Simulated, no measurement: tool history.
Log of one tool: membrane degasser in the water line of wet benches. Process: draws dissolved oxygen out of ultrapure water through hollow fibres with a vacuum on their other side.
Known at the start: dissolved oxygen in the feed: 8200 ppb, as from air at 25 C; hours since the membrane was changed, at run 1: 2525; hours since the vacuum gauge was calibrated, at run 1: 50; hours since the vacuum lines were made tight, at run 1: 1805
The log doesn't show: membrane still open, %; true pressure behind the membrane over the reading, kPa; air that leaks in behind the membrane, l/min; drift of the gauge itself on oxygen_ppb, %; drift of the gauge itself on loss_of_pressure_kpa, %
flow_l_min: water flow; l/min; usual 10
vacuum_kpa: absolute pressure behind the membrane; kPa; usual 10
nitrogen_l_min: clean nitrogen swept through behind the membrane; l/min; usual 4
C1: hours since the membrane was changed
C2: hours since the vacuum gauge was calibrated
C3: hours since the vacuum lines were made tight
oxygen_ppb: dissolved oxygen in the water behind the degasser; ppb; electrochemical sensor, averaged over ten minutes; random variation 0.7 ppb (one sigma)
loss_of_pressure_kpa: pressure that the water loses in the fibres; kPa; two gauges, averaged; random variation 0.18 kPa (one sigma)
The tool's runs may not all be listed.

Run 1, hour 0: usual settings; C1 2525; C2 50; C3 1805. Result: oxygen_ppb 65.5 ppb, loss_of_pressure_kpa 31.88 kPa.
Run 2, hour 65.1: usual settings; C1 2590; C2 115; C3 1870. Result: oxygen_ppb 65.5 ppb, loss_of_pressure_kpa 31.64 kPa.
Run 3, hour 141.3: usual settings but vacuum_kpa 8.5 kPa; C1 2666; C2 191; C3 1947. Result: oxygen_ppb 55.2 ppb, loss_of_pressure_kpa 31.61 kPa.
Run 4, hour 186.1: usual settings but vacuum_kpa 8.5 kPa; C1 2711; C2 236; C3 1991. Result: oxygen_ppb 55.4 ppb, loss_of_pressure_kpa 31.8 kPa.
Run 5, hour 277.5: usual settings but vacuum_kpa 8.5 kPa; C1 2802; C2 327; C3 2083. Result: oxygen_ppb 55 ppb, loss_of_pressure_kpa 32.16 kPa.
Run 6, hour 363.3: usual settings but nitrogen_l_min 3.48 l/min; C1 2888; C2 413; C3 2169. Result: oxygen_ppb 71.3 ppb, loss_of_pressure_kpa 31.66 kPa.
Run 7, hour 433.7: usual settings but nitrogen_l_min 3.48 l/min; C1 2959; C2 483; C3 2239. Result: oxygen_ppb 70.6 ppb, loss_of_pressure_kpa 31.91 kPa.
Run 8, hour 491.3: usual settings but nitrogen_l_min 3.48 l/min; C1 3016; C2 541; C3 2297. Result: oxygen_ppb 71.8 ppb, loss_of_pressure_kpa 31.63 kPa.
At hour 497.3: vacuum gauge calibrated.
Run 9, hour 538.9: usual settings but nitrogen_l_min 3.48 l/min; C1 3063; C2 42; C3 2344. Result: oxygen_ppb 70.7 ppb, loss_of_pressure_kpa 31.89 kPa.
Run 10, hour 620.4: usual settings but flow_l_min 13 l/min, vacuum_kpa 8.7 kPa; C1 3145; C2 123; C3 2425. Result: oxygen_ppb 89.9 ppb, loss_of_pressure_kpa 41.17 kPa.
Run 11, hour 694: usual settings but flow_l_min 13 l/min, vacuum_kpa 9.1 kPa, nitrogen_l_min 2.33 l/min; C1 3218; C2 197; C3 2499. Result: oxygen_ppb 127.1 ppb, loss_of_pressure_kpa 41.29 kPa.

5 ways to go on from here, each from the tool as it stands after run 11. What would each give?
Run A, hour 738.5: usual settings but flow_l_min 15 l/min, vacuum_kpa 17.1 kPa, nitrogen_l_min 3.98 l/min; C1 3263; C2 241; C3 2543. Result: oxygen_ppb ?, loss_of_pressure_kpa ?.
Run B, hour 738.5: usual settings but flow_l_min 8 l/min; C1 3263; C2 241; C3 2543. Result: oxygen_ppb ?, loss_of_pressure_kpa ?.
Run C, hour 738.5: usual settings but flow_l_min 13 l/min, vacuum_kpa 10.7 kPa, nitrogen_l_min 5.82 l/min; C1 3263; C2 241; C3 2543. Result: oxygen_ppb ?, loss_of_pressure_kpa ?.
Run D, hour 738.5: usual settings but flow_l_min 15 l/min, vacuum_kpa 9.1 kPa, nitrogen_l_min 8.4 l/min; C1 3263; C2 241; C3 2543. Result: oxygen_ppb ?, loss_of_pressure_kpa ?.
Run E, hour 738.5: usual settings but flow_l_min 14 l/min; C1 3263; C2 241; C3 2543. Result: oxygen_ppb ?, loss_of_pressure_kpa ?.

run  oxygen_ppb  loss_of_pressure_kpa
  A       194.1                  47.7
  B        45.6                 25.31
  C          87                 41.99
  D          93                  47.7
  E       114.7                 44.57
Without the tool's hidden state the same runs would have given:
run  oxygen_ppb  loss_of_pressure_kpa
  A       189.1                 47.29
  B        43.8                  25.1
  C        83.9                 41.64
  D        89.6                  47.3
  E       110.8                  44.2
